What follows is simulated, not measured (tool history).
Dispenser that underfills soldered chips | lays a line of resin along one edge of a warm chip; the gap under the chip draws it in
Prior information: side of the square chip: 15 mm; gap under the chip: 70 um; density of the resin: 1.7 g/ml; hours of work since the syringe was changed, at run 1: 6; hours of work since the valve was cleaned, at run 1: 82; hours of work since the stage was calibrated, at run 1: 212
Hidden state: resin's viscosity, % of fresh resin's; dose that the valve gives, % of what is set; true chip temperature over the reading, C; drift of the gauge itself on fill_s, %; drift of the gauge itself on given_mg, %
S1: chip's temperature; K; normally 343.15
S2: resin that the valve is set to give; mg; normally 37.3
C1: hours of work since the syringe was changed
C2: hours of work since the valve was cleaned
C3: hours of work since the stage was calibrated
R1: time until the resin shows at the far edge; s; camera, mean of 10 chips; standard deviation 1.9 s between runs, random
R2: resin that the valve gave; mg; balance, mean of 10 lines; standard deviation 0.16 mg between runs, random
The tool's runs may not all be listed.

run   hour      S1    S2  C1   C2   C3     R1     R2
  1    0.0  343.15  37.3   6   82  212  326.5  35.28
       5.8  -- new syringe of resin
  2    6.3  343.15  37.3   0   86  216  209.2  35.45
  3   18.5  343.15  37.3   8   94  224  388.9  35.28
      20.6  -- new syringe of resin
  4   29.2  329.15  37.3   6  101  231  595.9  34.78
      35.4  -- new syringe of resin
  5   42.4  347.15  37.3   5  109  239  251.7  34.50
  6   48.4  347.15  37.3   8  113  243  342.0  34.41
      50.9  -- new syringe of resin
  7   61.6  347.15  45.6   7  121  251  297.9  41.95
      65.8  -- new syringe of resin
  8   67.7  347.15  45.6   1  125  255  188.2  41.63
      72.6  -- dispensing valve cleaned and set on the balance
  9   76.6  343.15  33.3   6    3  260  345.9  33.32
      82.4  -- new syringe of resin
 10   88.7  343.15  33.3   4   10  268  282.9  32.93
 11   95.3  343.15  33.3   8   14  272  399.5  33.04
      97.4  -- new syringe of resin
 12  109.0  355.15  37.3   8   23  280  232.0  36.82
     112.2  -- new syringe of resin
 13  115.0  357.15  37.3   2   27  284  133.1  36.70
 14  121.2  357.15  37.3   6   31  288  186.4  36.37
     127.4  -- new syringe of resin
 15  130.6  329.15  37.7   2   37  294  439.3  36.59
     142.4  -- new syringe of resin
 16  143.5  344.15  36.6   1   45  302  212.9  35.47
 17  153.0  343.15  48.4   7   51  308  347.0  46.67
     157.4  -- new syringe of resin
 18  165.8  331.15  38.5   5   59  316  528.2  37.18
     172.6  -- new syringe of resin
 19  177.3  331.15  38.5   3   66  323  439.7  36.86
 20  184.1  339.15  34.6   7   70  328  454.3  32.85
     188.0  -- new syringe of resin
 21  194.4  339.15  34.6   4   77  334  360.8  32.71
     203.4  -- new syringe of resin
 22  203.4  339.15  34.6   0   82  340  262.7  32.63
 23  213.8  347.15  33.4   7   89  347  326.3  31.36
     218.6  -- new syringe of resin
 24  224.6  333.15  36.6   4   96  353  453.4  34.40
 25  230.1  348.15  31.9   7   99  357  338.1  29.77
     233.9  -- new syringe of resin
 26  237.3  348.15  31.9   2  104  361  219.1  29.64
 27  245.3  338.15  42.6   7  109  366  468.5  39.48
     249.0  -- new syringe of resin
 28  257.1  348.15  47.3   5  116  374  257.4  43.21

Per-run results on a tool with no hidden state, each run keeping its own random variation:
run     R1     R2
  1  192.8  37.24
  2  191.2  37.52
  3  188.5  37.57
  4  347.2  37.24
  5  163.0  37.16
  6  162.2  37.16
  7  159.2  45.56
  8  158.0  45.37
  9  193.9  33.42
 10  194.7  33.21
 11  195.8  33.41
 12  118.4  37.45
 13  108.9  37.43
 14  110.2  37.20
 15  341.7  37.57
 16  183.0  36.63
 17  183.5  48.39
 18  313.9  38.78
 19  313.2  38.66
 20  227.7  34.55
 21  229.7  34.56
 22  234.6  34.64
 23  169.5  33.46
 24  296.4  36.88
 25  164.6  31.99
 26  161.9  31.95
 27  232.9  42.74
 28  154.7  47.05

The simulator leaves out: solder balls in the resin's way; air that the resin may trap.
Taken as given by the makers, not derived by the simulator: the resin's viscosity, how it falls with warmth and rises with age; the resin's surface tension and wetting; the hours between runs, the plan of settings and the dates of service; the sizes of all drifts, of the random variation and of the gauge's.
